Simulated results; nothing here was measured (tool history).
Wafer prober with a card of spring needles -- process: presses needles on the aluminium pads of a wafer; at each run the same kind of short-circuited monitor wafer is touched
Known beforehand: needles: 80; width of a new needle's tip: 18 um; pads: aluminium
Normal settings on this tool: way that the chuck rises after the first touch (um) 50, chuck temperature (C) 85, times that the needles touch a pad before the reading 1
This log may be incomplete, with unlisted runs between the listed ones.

| run | day | way that the chuck rises after the first touch (um) | chuck temperature (C) | times that the needles touch a pad before the reading | resistance of one needle with its contact and lead (mohm) | way that a needle slides on the pad (um) |
|---|---|---|---|---|---|---|
| 1 | 0.000 | 50 | 85 | 1 | 729 | 6.564 |
|  | 0.212 | tips cleaned on abrasive film |
| 2 | 0.325 | 50 | 85 | 1 | 552 | 6.548 |
| 3 | 0.504 | 50 | 85 | 1 | 748 | 6.549 |
|  | 0.650 | tips cleaned on abrasive film |
| 4 | 0.679 | 50 | 85 | 1 | 349 | 6.544 |
| 5 | 0.988 | 57 | 85 | 1 | 635 | 7.464 |
|  | 1.092 | tips cleaned on abrasive film |
| 6 | 1.204 | 57 | 85 | 1 | 448 | 7.466 |
| 7 | 1.500 | 57 | 85 | 1 | 645 | 7.461 |
|  | 1.533 | tips cleaned on abrasive film |
| 8 | 1.767 | 57 | 85 | 1 | 584 | 7.453 |
| 9 | 1.942 | 57 | 85 | 1 | 647 | 7.450 |
|  | 1.967 | tips cleaned on abrasive film |
| 10 | 2.108 | 49 | 85 | 1 | 617 | 6.401 |
| 11 | 2.300 | 50 | 85 | 1 | 774 | 6.515 |
|  | 2.400 | tips cleaned on abrasive film |
| 12 | 2.583 | 50 | 85 | 1 | 645 | 6.522 |
|  | 2.842 | tips cleaned on abrasive film |
| 13 | 2.942 | 50 | 81 | 1 | 532 | 6.528 |
| 14 | 3.200 | 50 | 81 | 1 | 793 | 6.522 |
|  | 3.300 | tips cleaned on abrasive film |
| 15 | 3.525 | 50 | 85 | 2 | 491 | 6.508 |
|  | 3.742 | tips cleaned on abrasive film |
| 16 | 3.746 | 50 | 85 | 2 | 199 | 6.488 |
| 17 | 4.121 | 50 | 85 | 2 | 551 | 6.504 |
|  | 4.175 | tips cleaned on abrasive film |
| 18 | 4.388 | 50 | 26 | 2 | 494 | 6.502 |
| 19 | 4.546 | 61 | 75 | 1 | 602 | 7.945 |
|  | 4.612 | tips cleaned on abrasive film |
| 20 | 4.833 | 42 | 75 | 1 | 951 | 5.447 |
|  | 4.871 | height of the first contact set anew |
| 21 | 5.017 | 50 | 32 | 2 | 574 | 6.437 |
|  | 5.050 | tips cleaned on abrasive film |
| 22 | 5.200 | 42 | 34 | 1 | 837 | 5.386 |
|  | 5.500 | tips cleaned on abrasive film |
|  | 5.538 | height of the first contact set anew, once more |
| 23 | 5.567 | 42 | 49 | 1 | 570 | 5.515 |
| 24 | 5.850 | 42 | 66 | 1 | 1050 | 5.530 |
|  | 5.938 | tips cleaned on abrasive film |
| 25 | 6.100 | 42 | 66 | 1 | 862 | 5.516 |
|  | 6.383 | tips cleaned on abrasive film |
| 26 | 6.400 | 50 | 41 | 1 | 270 | 6.569 |
| 27 | 6.596 | 50 | 41 | 1 | 692 | 6.559 |
|  | 6.829 | tips cleaned on abrasive film |
| 28 | 6.846 | 52 | 26 | 2 | 195 | 6.824 |
| 29 | 7.033 | 52 | 26 | 2 | 470 | 6.808 |
|  | 7.258 | tips cleaned on abrasive film |
| 30 | 7.346 | 57 | 56 | 1 | 406 | 7.486 |
| 31 | 7.650 | 57 | 56 | 1 | 679 | 7.465 |
|  | 7.700 | tips cleaned on abrasive film |
| 32 | 7.921 | 53 | 54 | 1 | 648 | 6.937 |

What if the next run were any one of these 3? Each begins from the tool's condition after run 32:
|  | 8.142 | tips cleaned on abrasive film |
| A | 8.250 | 53 | 31 | 2 | ? | ? |
|  | 8.142 | tips cleaned on abrasive film |
| B | 8.250 | 40 | 89 | 3 | ? | ? |
|  | 8.142 | tips cleaned on abrasive film |
| C | 8.250 | 53 | 54 | 1 | ? | ? |

| run | resistance of one needle with its contact and lead (mohm) | way that a needle slides on the pad (um) |
|---|---|---|
| A | 367 | 6.933 |
| B | 367 | 5.219 |
| C | 505 | 6.927 |
With no hidden state in the tool, these same runs would have given:
| run | resistance of one needle with its contact and lead (mohm) | way that a needle slides on the pad (um) |
|---|---|---|
| A | 143 | 6.972 |
| B | 158 | 5.258 |
| C | 146 | 6.965 |

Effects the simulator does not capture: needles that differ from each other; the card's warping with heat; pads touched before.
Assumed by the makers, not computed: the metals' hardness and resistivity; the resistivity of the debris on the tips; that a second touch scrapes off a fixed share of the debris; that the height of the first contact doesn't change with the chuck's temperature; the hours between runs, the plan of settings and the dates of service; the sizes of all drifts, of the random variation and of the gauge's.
